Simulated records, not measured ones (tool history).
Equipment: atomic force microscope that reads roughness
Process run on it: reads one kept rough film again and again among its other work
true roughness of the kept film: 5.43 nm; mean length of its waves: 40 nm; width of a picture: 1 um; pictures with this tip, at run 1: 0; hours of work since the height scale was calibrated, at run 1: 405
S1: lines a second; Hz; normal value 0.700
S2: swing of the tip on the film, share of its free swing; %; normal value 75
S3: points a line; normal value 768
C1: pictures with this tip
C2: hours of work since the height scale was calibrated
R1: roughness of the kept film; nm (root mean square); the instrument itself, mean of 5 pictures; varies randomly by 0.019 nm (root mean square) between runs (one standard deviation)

run,day,S1,S2,S3,C1,C2,R1
1,0.000,0.700,75,768,0,405,4.599
2,0.875,0.700,75,768,28,417,4.435
3,1.925,0.700,75,446,60,431,4.227
4,2.946,0.700,78,446,92,444,4.065
5,3.692,0.700,78,446,115,454,3.916
6,4.783,1.237,78,446,149,469,3.688
7,5.317,1.237,78,446,166,476,3.580
8,5.929,0.700,75,768,185,484,3.629
9,6.525,0.700,75,768,204,492,3.568
10,7.308,0.700,75,755,228,503,3.491
11,7.888,0.700,75,755,246,510,3.423
# day 8.408: new tip fitted
12,8.429,0.700,75,755,0,517,4.641
13,9.571,3.843,75,755,36,533,3.881
14,10.129,3.843,75,755,53,540,3.763
15,10.962,3.843,75,755,79,551,3.646
16,11.712,3.843,75,755,103,561,3.519
17,12.500,2.201,75,768,127,572,3.700
18,13.433,2.201,75,768,156,584,3.586
19,14.588,0.700,75,768,192,599,3.628
20,15.358,0.793,75,768,217,610,3.540
21,16.517,0.700,75,768,253,625,3.397
# day 16.833: new tip fitted
22,17.617,0.700,75,768,24,640,4.460
23,18.125,0.700,75,768,40,646,4.323
24,18.812,0.700,75,768,61,656,4.227
25,19.317,0.700,75,768,77,662,4.133
26,20.475,0.700,75,768,113,678,3.961
27,21.338,2.278,75,768,140,689,3.601
28,22.479,0.664,84,768,176,705,3.627
29,23.567,0.907,56,309,210,719,3.583
30,24.662,0.688,64,940,244,734,3.458
# day 25.229: new tip fitted
31,25.229,0.688,64,940,0,741,4.724
32,26.167,0.688,64,940,29,754,4.554
33,26.792,0.688,64,940,49,762,4.438
34,27.333,1.039,81,325,66,769,4.093
35,27.858,0.700,75,506,82,776,4.163
36,28.958,0.700,75,506,116,791,3.995
37,29.775,1.185,72,506,142,802,3.860
38,30.879,2.770,72,424,176,817,3.477
39,31.867,0.936,71,263,207,830,3.586
40,33.008,1.987,60,768,242,845,3.503
# day 33.658: new tip fitted
41,33.950,0.736,82,768,9,857,4.533
42,34.717,0.700,75,788,33,868,4.436
43,35.542,1.096,69,788,59,879,4.250
44,36.508,1.096,69,788,89,892,4.105
45,37.238,0.657,75,440,112,901,3.984
46,37.967,0.657,75,440,134,911,3.889
47,38.738,0.802,83,684,158,921,3.715
48,39.517,3.773,70,768,183,932,3.339
49,40.383,2.058,57,768,210,943,3.545
50,41.358,2.058,57,768,240,956,3.425
# day 42.083: new tip fitted
51,42.454,2.851,73,324,12,971,4.203
52,43.471,1.716,81,518,43,984,4.038
53,44.017,1.716,81,518,60,992,3.951

Take each entry between the runs: how does the hidden state at the last listed run before it differ from the hidden state at the first listed run after it?
From run 11 to run 12: new tip fitted (day 8.408)
  radius of the tip, nm: 40.6 -> 10
  the result without the hidden state subtracted from the measured one, R1: -1.217 -> +0.022 nm (root mean square)
From run 21 to run 22: new tip fitted (day 16.833)
  radius of the tip, nm: 41.1 -> 14; height scale over the true one, %: 0.61 -> 0.63
  the result without the hidden state subtracted from the measured one, R1: -1.220 -> -0.179 nm (root mean square)
From run 30 to run 31: new tip fitted (day 25.229)
  radius of the tip, nm: 40.5 -> 10.2; height scale over the true one, %: 0.72 -> 0.73
  the result without the hidden state subtracted from the measured one, R1: -1.212 -> +0.023 nm (root mean square)
From run 40 to run 41: new tip fitted (day 33.658)
  radius of the tip, nm: 38.4 -> 11.1; height scale over the true one, %: 0.83 -> 0.84
  the result without the hidden state subtracted from the measured one, R1: -1.137 -> -0.022 nm (root mean square)
From run 50 to run 51: new tip fitted (day 42.083)
  radius of the tip, nm: 40.3 -> 11.7; height scale over the true one, %: 0.94 -> 0.96
  the result without the hidden state subtracted from the measured one, R1: -1.182 -> -0.043 nm (root mean square)
